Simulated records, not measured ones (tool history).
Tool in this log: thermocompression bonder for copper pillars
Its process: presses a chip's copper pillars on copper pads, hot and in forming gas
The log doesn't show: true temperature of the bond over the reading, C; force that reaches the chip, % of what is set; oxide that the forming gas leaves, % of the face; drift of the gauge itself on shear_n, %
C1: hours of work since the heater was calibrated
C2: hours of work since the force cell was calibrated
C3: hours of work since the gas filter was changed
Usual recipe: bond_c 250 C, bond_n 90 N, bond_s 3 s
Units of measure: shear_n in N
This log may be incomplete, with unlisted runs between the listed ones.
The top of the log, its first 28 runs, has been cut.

{"run": 29, "hour": 1367.5, "bond_c": 263, "bond_n": 72, "bond_s": 5, "C1": 240, "C2": 485, "C3": 62, "shear_n": 96.8}
{"run": 30, "hour": 1395.9, "bond_c": 265, "bond_n": 109, "bond_s": 5, "C1": 255, "C2": 499, "C3": 77, "shear_n": 112.7}
{"run": 31, "hour": 1432.9, "bond_c": 265, "bond_n": 109, "bond_s": 5, "C1": 274, "C2": 518, "C3": 96, "shear_n": 114.2}
{"run": 32, "hour": 1499.7, "bond_c": 265, "bond_n": 109, "bond_s": 5, "C1": 308, "C2": 552, "C3": 130, "shear_n": 114.0}
{"run": 33, "hour": 1534.7, "bond_c": 265, "bond_n": 109, "bond_s": 5, "C1": 325, "C2": 570, "C3": 147, "shear_n": 113.1}
{"run": 34, "hour": 1590.1, "bond_c": 277, "bond_n": 124, "bond_s": 5, "C1": 353, "C2": 598, "C3": 176, "shear_n": 119.5}
{"run": 35, "hour": 1656.1, "bond_c": 220, "bond_n": 59, "bond_s": 3, "C1": 387, "C2": 632, "C3": 209, "shear_n": 41.4}
{"run": 36, "hour": 1693.7, "bond_c": 220, "bond_n": 62, "bond_s": 3, "C1": 406, "C2": 651, "C3": 228, "shear_n": 43.9}
{"hour": 1751.0, "done": "forming gas filter changed"}
{"run": 37, "hour": 1756.9, "bond_c": 269, "bond_n": 57, "bond_s": 5, "C1": 438, "C2": 683, "C3": 3, "shear_n": 89.5}
{"run": 38, "hour": 1822.1, "bond_c": 250, "bond_n": 104, "bond_s": 4, "C1": 471, "C2": 716, "C3": 36, "shear_n": 100.8}

Forecast each of these 5 alternatives for the next run:
{"run": "A", "hour": 1864.7, "bond_c": 253, "bond_n": 79, "bond_s": 8, "C1": 493, "C2": 737, "C3": 58, "shear_n": "?"}
{"run": "B", "hour": 1864.7, "bond_c": 256, "bond_n": 74, "bond_s": 4, "C1": 493, "C2": 737, "C3": 58, "shear_n": "?"}
{"run": "C", "hour": 1864.7, "bond_c": 274, "bond_n": 55, "bond_s": 3, "C1": 493, "C2": 737, "C3": 58, "shear_n": "?"}
{"run": "D", "hour": 1864.7, "bond_c": 267, "bond_n": 91, "bond_s": 4, "C1": 493, "C2": 737, "C3": 58, "shear_n": "?"}
{"run": "E", "hour": 1864.7, "bond_c": 278, "bond_n": 63, "bond_s": 4, "C1": 493, "C2": 737, "C3": 58, "shear_n": "?"}

run=A shear_n=102.6
run=B shear_n=88.8
run=C shear_n=81.4
run=D shear_n=105.2
run=E shear_n=97.8
Stripped of hidden state, with their random variation kept, the same runs would have yielded:
run=A shear_n=100.4
run=B shear_n=86.8
run=C shear_n=79.5
run=D shear_n=102.9
run=E shear_n=95.7
